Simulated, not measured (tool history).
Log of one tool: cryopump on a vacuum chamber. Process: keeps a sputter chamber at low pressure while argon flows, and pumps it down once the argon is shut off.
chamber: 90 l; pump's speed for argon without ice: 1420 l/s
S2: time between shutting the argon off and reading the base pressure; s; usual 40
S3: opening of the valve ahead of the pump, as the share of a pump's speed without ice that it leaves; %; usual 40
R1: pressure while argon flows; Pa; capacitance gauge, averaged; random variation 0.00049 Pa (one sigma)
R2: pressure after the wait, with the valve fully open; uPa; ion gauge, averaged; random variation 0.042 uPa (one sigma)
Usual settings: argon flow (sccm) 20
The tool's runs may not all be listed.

{"run": 1, "hour": 0.0, "argon flow (sccm)": 20, "S2": 40, "S3": 40, "R1": 0.0642, "R2": 2.89}
{"run": 2, "hour": 19.1, "argon flow (sccm)": 20, "S2": 40, "S3": 40, "R1": 0.0642, "R2": 2.86}
{"run": 3, "hour": 41.3, "argon flow (sccm)": 20, "S2": 40, "S3": 40, "R1": 0.0651, "R2": 3.02}
{"run": 4, "hour": 51.8, "argon flow (sccm)": 20, "S2": 40, "S3": 40, "R1": 0.0643, "R2": 2.92}
{"run": 5, "hour": 65.9, "argon flow (sccm)": 20, "S2": 40, "S3": 40, "R1": 0.0645, "R2": 2.92}
{"run": 6, "hour": 81.1, "argon flow (sccm)": 20, "S2": 40, "S3": 40, "R1": 0.0657, "R2": 2.97}
{"run": 7, "hour": 98.5, "argon flow (sccm)": 20, "S2": 24, "S3": 40, "R1": 0.0648, "R2": 4.38}
{"run": 8, "hour": 111.6, "argon flow (sccm)": 20, "S2": 24, "S3": 40, "R1": 0.0655, "R2": 4.41}
{"run": 9, "hour": 135.6, "argon flow (sccm)": 20, "S2": 24, "S3": 38, "R1": 0.069, "R2": 4.42}
{"run": 10, "hour": 155.8, "argon flow (sccm)": 20, "S2": 24, "S3": 21, "R1": 0.119, "R2": 4.42}
{"run": 11, "hour": 177.6, "argon flow (sccm)": 33, "S2": 54, "S3": 21, "R1": 0.1979, "R2": 2.43}
{"run": 12, "hour": 187.5, "argon flow (sccm)": 33, "S2": 54, "S3": 21, "R1": 0.1969, "R2": 2.46}
{"run": 13, "hour": 209.5, "argon flow (sccm)": 22, "S2": 54, "S3": 21, "R1": 0.1319, "R2": 2.52}
{"run": 14, "hour": 221.9, "argon flow (sccm)": 22, "S2": 62, "S3": 15, "R1": 0.1826, "R2": 2.23}
{"run": 15, "hour": 235.4, "argon flow (sccm)": 22, "S2": 62, "S3": 15, "R1": 0.1836, "R2": 2.26}
{"run": 16, "hour": 247.8, "argon flow (sccm)": 15, "S2": 62, "S3": 15, "R1": 0.1247, "R2": 2.28}
{"hour": 255.6, "done": "pump warmed up, emptied and cooled again"}
{"run": 17, "hour": 277.1, "argon flow (sccm)": 20, "S2": 112, "S3": 40, "R1": 0.0601, "R2": 1.44}

3 ways to go on from here, each from the tool as it stands after run 17. What would each give?
{"run": "A", "hour": 299.9, "argon flow (sccm)": 18, "S2": 207, "S3": 24, "R1": "?", "R2": "?"}
{"run": "B", "hour": 299.9, "argon flow (sccm)": 36, "S2": 56, "S3": 40, "R1": "?", "R2": "?"}
{"run": "C", "hour": 299.9, "argon flow (sccm)": 8, "S2": 112, "S3": 29, "R1": "?", "R2": "?"}

run=A R1=0.09 R2=1.1
run=B R1=0.1076 R2=2.3
run=C R1=0.0329 R2=1.44
Without the tool's hidden state the same runs would have given:
run=A R1=0.0895 R2=0.64
run=B R1=0.1066 R2=1.83
run=C R1=0.0327 R2=0.97
